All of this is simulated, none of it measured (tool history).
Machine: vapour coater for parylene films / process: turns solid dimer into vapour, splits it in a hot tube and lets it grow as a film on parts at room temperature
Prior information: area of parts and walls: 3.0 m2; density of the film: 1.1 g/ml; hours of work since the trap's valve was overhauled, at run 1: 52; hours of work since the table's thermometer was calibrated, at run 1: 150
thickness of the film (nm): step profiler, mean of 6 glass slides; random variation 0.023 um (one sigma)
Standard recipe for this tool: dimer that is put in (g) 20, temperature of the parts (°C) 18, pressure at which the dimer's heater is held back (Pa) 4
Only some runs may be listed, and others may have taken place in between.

run     day  dimer that is put in (g)  temperature of the parts (°C)  pressure at which the dimer's heater is held back (Pa)  hours of work since the trap's valve was overhauled  hours of work since the table's thermometer was calibrated  thickness of the film (nm)
  1       0                        20                             18                                                       4                                                   52                                                         150                        2790
  2   1.946                        19                             18                                                       4                                                   92                                                         190                        2610
  3   3.958                        19                             18                                                       4                                                  133                                                         231                        2570
  4    5.45                        19                             18                                                       4                                                  163                                                         261                        2490
  5   7.675                        20                             18                                                       4                                                  209                                                         306                        2650
      8.017  -- trap's valve overhauled
  6  10.183                        18                             18                                                       4                                                   44                                                         354                        2530
  7  11.662                        20                             15                                                       4                                                   74                                                         384                        3090
  8  12.962                        20                             15                                                       4                                                  101                                                         411                        3030
  9  14.204                        20                             18                                                    3.91                                                  126                                                         436                        2690
 10  15.392                        20                             18                                                   11.52                                                  150                                                         460                        2480
 11  16.771                        31                             18                                                       4                                                  178                                                         488                        4180
      18.45  -- trap's valve overhauled
 12  19.004                        31                             18                                                       4                                                   11                                                         530                        4350
 13  20.796                        32                             18                                                       4                                                   48                                                         567                        4420
 14  23.133                        32                             18                                                       4                                                   95                                                         614                        4380
 15  25.217                        10                             18                                                   10.58                                                  138                                                         657                        1280
 16   27.05                        22                             18                                                    8.29                                                  175                                                         694                        2860
 17  28.433                        36                             18                                                    7.11                                                  203                                                         722                        4600
     28.904  -- trap's valve overhauled
 18  30.608                        36                             18                                                    7.11                                                   35                                                         763                        4800
 19  32.404                        20                             11                                                    4.36                                                   71                                                         800                        3580
 20  33.388                        22                             17                                                    5.44                                                   91                                                         820                        3070
 21  35.046                        19                             21                                                    5.44                                                  125                                                         854                        2210
 22  36.279                        20                             18                                                    2.13                                                  150                                                         879                        2800
 23   37.25                        12                             14                                                   10.59                                                  170                                                         899                        1770
 24  38.696                        29                             14                                                   10.59                                                  199                                                         928                        4290
     39.442  -- trap's valve overhauled
 25  40.992                        29                             14                                                   10.59                                                   32                                                         971                        4480
 26  42.304                        16                             18                                                    5.54                                                   58                                                         998                        2180
 27  44.446                        18                             12                                                    3.78                                                  102                                                        1042                        3130
 28  46.725                        18                             23                                                    3.78                                                  148                                                        1088                        2050

Entry by entry between the runs, the difference in hidden state between the last listed run before and the first listed run after:
In the gap between runs 5 and 6: trap's valve overhauled (day 8.017)
  vapour lost through the trap's worn valve, %: 5.5 -> 1.4; true temperature of the parts over the reading, C: -0.07 -> -0.09
  what was measured, less what the result would be without the hidden state, thickness of the film (nm): -150 -> -30
In the gap between runs 11 and 12: trap's valve overhauled (day 18.45)
  vapour lost through the trap's worn valve, %: 5 -> 0.6; true temperature of the parts over the reading, C: -0.14 -> -0.15
  what was measured, less what the result would be without the hidden state, thickness of the film (nm): -190 -> +0
In the gap between runs 17 and 18: trap's valve overhauled (day 28.904)
  vapour lost through the trap's worn valve, %: 5.4 -> 1.8; true temperature of the parts over the reading, C: -0.22 -> -0.24
  what was measured, less what the result would be without the hidden state, thickness of the film (nm): -220 -> -40
In the gap between runs 24 and 25: trap's valve overhauled (day 39.442)
  vapour lost through the trap's worn valve, %: 5.5 -> 0.8; true temperature of the parts over the reading, C: -0.29 -> -0.31
  what was measured, less what the result would be without the hidden state, thickness of the film (nm): -190 -> +20

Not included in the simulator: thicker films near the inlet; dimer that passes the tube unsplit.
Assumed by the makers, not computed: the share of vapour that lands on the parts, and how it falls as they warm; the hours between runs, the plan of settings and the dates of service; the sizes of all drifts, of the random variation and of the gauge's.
